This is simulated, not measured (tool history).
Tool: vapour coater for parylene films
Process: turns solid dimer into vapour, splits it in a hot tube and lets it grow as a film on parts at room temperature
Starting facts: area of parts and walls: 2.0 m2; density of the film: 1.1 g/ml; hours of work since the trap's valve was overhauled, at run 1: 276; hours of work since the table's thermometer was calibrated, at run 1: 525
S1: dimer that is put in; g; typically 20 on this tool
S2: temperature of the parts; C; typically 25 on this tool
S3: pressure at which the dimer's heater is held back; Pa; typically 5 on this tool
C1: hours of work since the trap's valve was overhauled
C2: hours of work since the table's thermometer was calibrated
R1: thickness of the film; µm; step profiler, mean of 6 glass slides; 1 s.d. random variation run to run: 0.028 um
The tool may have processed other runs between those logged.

run   hour  S1  S2    S3   C1   C2    R1
  1      0  20  25     5  276  525  4.24
  2   27.6  20  27     5  290  539  3.93
  3   55.4  20  25  6.55  304  553  4.07
  4  113.5  20  25  6.55  333  582  4.09
  5  143.8  20  25  2.84  349  597  4.36
  6  169.6  20  26  2.84  361  610  4.16
  7  222.3  10  26  7.95  388  637  1.94
  8  281.3  20  25  2.31  418  667  4.42
  9  323.4  10  34   6.1  439  688  1.49
 10  357.2  10  34   6.1  456  705  1.49

Predict each of these 3 candidate next runs independently; none follows another, all start after run 10:
  A  393.9  11  22   6.1  474  723   ?
  B  393.9  10  35  6.12  474  723   ?
  C  393.9  23  23  9.32  474  723   ?

run    R1
  A  2.51
  B  1.43
  C  4.85
Had the tool no hidden state, the same runs would have come out as:
run    R1
  A  2.62
  B  1.49
  C  5.07
